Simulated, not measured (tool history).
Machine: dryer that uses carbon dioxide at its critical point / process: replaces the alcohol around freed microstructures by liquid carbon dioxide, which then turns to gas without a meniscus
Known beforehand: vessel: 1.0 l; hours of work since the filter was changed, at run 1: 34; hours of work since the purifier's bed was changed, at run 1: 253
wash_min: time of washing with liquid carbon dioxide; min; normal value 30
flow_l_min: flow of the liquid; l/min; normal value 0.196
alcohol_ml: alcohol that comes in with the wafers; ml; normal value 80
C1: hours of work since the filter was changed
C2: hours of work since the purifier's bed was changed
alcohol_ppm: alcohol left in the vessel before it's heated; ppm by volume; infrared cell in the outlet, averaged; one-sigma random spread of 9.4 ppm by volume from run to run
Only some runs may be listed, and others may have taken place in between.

run 1 day=0.000 | wash_min=30 flow_l_min=0.196 alcohol_ml=80 | C1=34 C2=253 | alcohol_ppm=653
run 2 day=1.317 | wash_min=30 flow_l_min=0.196 alcohol_ml=80 | C1=58 C2=278 | alcohol_ppm=656
run 3 day=2.088 | wash_min=30 flow_l_min=0.290 alcohol_ml=80 | C1=73 C2=292 | alcohol_ppm=133
run 4 day=3.521 | wash_min=30 flow_l_min=0.290 alcohol_ml=80 | C1=99 C2=319 | alcohol_ppm=146
run 5 day=4.746 | wash_min=30 flow_l_min=0.290 alcohol_ml=80 | C1=122 C2=342 | alcohol_ppm=151
run 6 day=6.088 | wash_min=30 flow_l_min=0.290 alcohol_ml=80 | C1=147 C2=367 | alcohol_ppm=164
run 7 day=7.488 | wash_min=30 flow_l_min=0.290 alcohol_ml=80 | C1=173 C2=393 | alcohol_ppm=194
run 8 day=8.800 | wash_min=30 flow_l_min=0.196 alcohol_ml=80 | C1=198 C2=418 | alcohol_ppm=1029
run 9 day=9.988 | wash_min=30 flow_l_min=0.196 alcohol_ml=80 | C1=220 C2=440 | alcohol_ppm=1087
-- day=11.042 inlet filter changed
run 10 day=11.483 | wash_min=30 flow_l_min=0.196 alcohol_ml=80 | C1=8 C2=467 | alcohol_ppm=654
run 11 day=12.267 | wash_min=30 flow_l_min=0.196 alcohol_ml=80 | C1=23 C2=481 | alcohol_ppm=668
run 12 day=13.238 | wash_min=30 flow_l_min=0.196 alcohol_ml=80 | C1=41 C2=500 | alcohol_ppm=716
run 13 day=14.654 | wash_min=43 flow_l_min=0.196 alcohol_ml=80 | C1=67 C2=526 | alcohol_ppm=204
run 14 day=15.475 | wash_min=39 flow_l_min=0.198 alcohol_ml=80 | C1=83 C2=541 | alcohol_ppm=263
run 15 day=16.129 | wash_min=28 flow_l_min=0.198 alcohol_ml=32 | C1=95 C2=554 | alcohol_ppm=493
run 16 day=17.217 | wash_min=28 flow_l_min=0.198 alcohol_ml=32 | C1=115 C2=574 | alcohol_ppm=515
run 17 day=18.429 | wash_min=21 flow_l_min=0.218 alcohol_ml=80 | C1=138 C2=597 | alcohol_ppm=2296
run 18 day=19.346 | wash_min=44 flow_l_min=0.199 alcohol_ml=68 | C1=155 C2=614 | alcohol_ppm=219
run 19 day=20.517 | wash_min=45 flow_l_min=0.166 alcohol_ml=80 | C1=177 C2=636 | alcohol_ppm=422
run 20 day=21.771 | wash_min=36 flow_l_min=0.196 alcohol_ml=35 | C1=200 C2=659 | alcohol_ppm=334
run 21 day=23.042 | wash_min=34 flow_l_min=0.196 alcohol_ml=35 | C1=224 C2=683 | alcohol_ppm=397
-- day=23.908 inlet filter changed
run 22 day=23.908 | wash_min=46 flow_l_min=0.140 alcohol_ml=35 | C1=0 C2=698 | alcohol_ppm=317
run 23 day=25.004 | wash_min=46 flow_l_min=0.140 alcohol_ml=35 | C1=20 C2=719 | alcohol_ppm=321
run 24 day=26.125 | wash_min=26 flow_l_min=0.229 alcohol_ml=86 | C1=41 C2=740 | alcohol_ppm=774
run 25 day=26.867 | wash_min=34 flow_l_min=0.298 alcohol_ml=37 | C1=55 C2=753 | alcohol_ppm=184
run 26 day=28.104 | wash_min=32 flow_l_min=0.232 alcohol_ml=43 | C1=78 C2=776 | alcohol_ppm=286

How the hidden state differs across the entries between the runs, from the last listed run before each to the first after it:
Logged between run 9 and run 10: inlet filter changed (day 11.042)
  flow that reaches the vessel past the clogged filter, %: 87.3 -> 99.4; alcohol in the recycled carbon dioxide, ppm: 104.7 -> 110.4
  difference, measured minus the result without the unlogged condition, alcohol_ppm: +565 -> +119 ppm by volume
Logged between run 21 and run 22: inlet filter changed (day 23.908)
  flow that reaches the vessel past the clogged filter, %: 86.6 -> 99.9; alcohol in the recycled carbon dioxide, ppm: 156.3 -> 159.9
  difference, measured minus the result without the unlogged condition, alcohol_ppm: +282 -> +158 ppm by volume

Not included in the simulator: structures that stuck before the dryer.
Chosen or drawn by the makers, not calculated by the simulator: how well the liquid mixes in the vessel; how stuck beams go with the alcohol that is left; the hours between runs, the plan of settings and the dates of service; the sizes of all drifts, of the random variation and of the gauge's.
